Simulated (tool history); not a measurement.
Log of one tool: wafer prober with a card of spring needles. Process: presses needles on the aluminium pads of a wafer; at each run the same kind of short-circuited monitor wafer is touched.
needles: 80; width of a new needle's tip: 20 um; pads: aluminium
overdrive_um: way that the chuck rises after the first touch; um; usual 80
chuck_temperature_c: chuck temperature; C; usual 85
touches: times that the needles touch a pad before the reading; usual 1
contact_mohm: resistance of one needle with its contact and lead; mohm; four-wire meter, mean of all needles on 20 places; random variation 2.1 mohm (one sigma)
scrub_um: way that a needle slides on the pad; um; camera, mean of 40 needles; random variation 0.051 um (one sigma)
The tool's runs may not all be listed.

run	day	overdrive_um	chuck_temperature_c	touches	contact_mohm	scrub_um
1	0.000	80	85	1	235	13.33
2	0.304	80	85	1	257	13.38
3	0.479	80	85	1	265	13.40
4	0.733	80	85	1	264	13.36
5	1.062	80	85	1	266	13.30
# day 1.317: tips cleaned on abrasive film
6	1.346	80	85	1	239	13.20
7	1.567	80	85	1	256	13.34
8	1.767	80	85	1	264	13.32
9	2.046	80	110	1	269	13.28
10	2.333	80	85	1	270	13.36
# day 2.642: tips cleaned on abrasive film
11	2.646	80	85	1	237	13.31
12	2.842	80	85	1	249	13.24
13	3.167	80	85	1	263	13.29
14	3.454	80	98	1	269	13.25
15	3.621	80	98	1	269	13.40
16	3.867	80	85	1	268	13.27
# day 3.967: tips cleaned on abrasive film
17	4.192	80	85	1	250	13.30
18	4.400	80	85	2	250	13.26
19	4.654	83	31	1	253	13.78
20	4.875	65	31	1	274	10.74
21	5.096	69	32	1	275	11.41
# day 5.133: height of the first contact set anew
# day 5.296: tips cleaned on abrasive film
22	5.300	80	65	2	227	13.06
23	5.621	89	51	2	236	14.63
24	6.004	64	85	1	289	10.44
25	6.258	80	69	2	252	13.11
# day 6.438: height of the first contact set anew, once more
26	6.600	78	53	1	266	13.07
# day 6.625: tips cleaned on abrasive film
27	6.938	78	53	1	248	13.06
28	7.325	80	116	1	274	13.37
29	7.538	64	116	1	289	10.71
30	7.796	74	30	1	266	12.43
# day 7.967: tips cleaned on abrasive film
31	8.021	61	53	3	231	10.19
32	8.204	98	118	1	247	16.45
33	8.458	61	89	1	283	10.21
34	8.708	99	89	2	244	16.61

Forecast each of these 3 alternatives for the next run:
A	8.983	97	87	3	?	?
B	8.983	92	59	1	?	?
C	8.983	80	28	1	?	?

run	contact_mohm	scrub_um
A	242	16.28
B	257	15.38
C	260	13.37
Without the tool's hidden state the same runs would have given:
run	contact_mohm	scrub_um
A	233	16.32
B	227	15.42
C	220	13.41
